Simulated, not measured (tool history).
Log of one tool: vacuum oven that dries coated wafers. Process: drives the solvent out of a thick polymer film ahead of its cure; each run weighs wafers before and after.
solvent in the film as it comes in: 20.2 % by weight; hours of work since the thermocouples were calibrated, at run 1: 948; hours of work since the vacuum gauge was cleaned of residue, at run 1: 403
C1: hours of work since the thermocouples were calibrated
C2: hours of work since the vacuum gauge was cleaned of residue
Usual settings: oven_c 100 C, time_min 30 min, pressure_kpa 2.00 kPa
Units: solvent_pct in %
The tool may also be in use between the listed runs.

run 1 hour=0.0 | oven_c=100 time_min=30 pressure_kpa=2.00 | C1=948 C2=403 | solvent_pct=4.47
run 2 hour=27.9 | oven_c=100 time_min=39 pressure_kpa=2.00 | C1=961 C2=417 | solvent_pct=3.39
run 3 hour=48.0 | oven_c=100 time_min=39 pressure_kpa=2.00 | C1=971 C2=427 | solvent_pct=3.37
run 4 hour=84.5 | oven_c=100 time_min=22 pressure_kpa=2.00 | C1=989 C2=444 | solvent_pct=6.07
run 5 hour=104.4 | oven_c=100 time_min=22 pressure_kpa=2.88 | C1=998 C2=454 | solvent_pct=6.64
run 6 hour=138.8 | oven_c=105 time_min=30 pressure_kpa=2.00 | C1=1015 C2=471 | solvent_pct=2.91
run 7 hour=174.1 | oven_c=105 time_min=30 pressure_kpa=2.00 | C1=1033 C2=488 | solvent_pct=2.77
run 8 hour=207.2 | oven_c=105 time_min=30 pressure_kpa=2.00 | C1=1049 C2=504 | solvent_pct=2.96
run 9 hour=228.4 | oven_c=105 time_min=30 pressure_kpa=2.00 | C1=1059 C2=515 | solvent_pct=2.88
run 10 hour=251.7 | oven_c=105 time_min=30 pressure_kpa=3.08 | C1=1070 C2=526 | solvent_pct=3.42
run 11 hour=271.2 | oven_c=105 time_min=30 pressure_kpa=3.08 | C1=1080 C2=536 | solvent_pct=3.37
run 12 hour=308.8 | oven_c=105 time_min=30 pressure_kpa=3.08 | C1=1098 C2=554 | solvent_pct=3.45
run 13 hour=343.5 | oven_c=93 time_min=30 pressure_kpa=2.00 | C1=1115 C2=571 | solvent_pct=7.31
run 14 hour=371.2 | oven_c=87 time_min=50 pressure_kpa=2.73 | C1=1129 C2=584 | solvent_pct=7.75
run 15 hour=391.2 | oven_c=87 time_min=41 pressure_kpa=2.73 | C1=1138 C2=594 | solvent_pct=8.76
run 16 hour=407.5 | oven_c=100 time_min=23 pressure_kpa=2.00 | C1=1146 C2=602 | solvent_pct=5.97
run 17 hour=441.7 | oven_c=86 time_min=28 pressure_kpa=6.29 | C1=1163 C2=619 | solvent_pct=13.45
run 18 hour=465.0 | oven_c=94 time_min=30 pressure_kpa=2.96 | C1=1175 C2=630 | solvent_pct=7.59
run 19 hour=496.7 | oven_c=94 time_min=30 pressure_kpa=2.96 | C1=1190 C2=646 | solvent_pct=7.45
run 20 hour=515.7 | oven_c=94 time_min=30 pressure_kpa=2.96 | C1=1199 C2=655 | solvent_pct=7.56

5 ways to go on from here, each from the tool as it stands after run 20. What would each give?
run A hour=554.2 | oven_c=100 time_min=33 pressure_kpa=1.10 | C1=1218 C2=674 | solvent_pct=?
run B hour=554.2 | oven_c=94 time_min=30 pressure_kpa=5.69 | C1=1218 C2=674 | solvent_pct=?
run C hour=554.2 | oven_c=91 time_min=15 pressure_kpa=2.02 | C1=1218 C2=674 | solvent_pct=?
run D hour=554.2 | oven_c=109 time_min=48 pressure_kpa=1.30 | C1=1218 C2=674 | solvent_pct=?
run E hour=554.2 | oven_c=94 time_min=30 pressure_kpa=1.17 | C1=1218 C2=674 | solvent_pct=?

run=A solvent_pct=3.52
run=B solvent_pct=9.05
run=C solvent_pct=11.65
run=D solvent_pct=0.84
run=E solvent_pct=6.47
Without the tool's hidden state the same runs would have given:
run=A solvent_pct=3.48
run=B solvent_pct=9.01
run=C solvent_pct=11.62
run=D solvent_pct=0.83
run=E solvent_pct=6.43
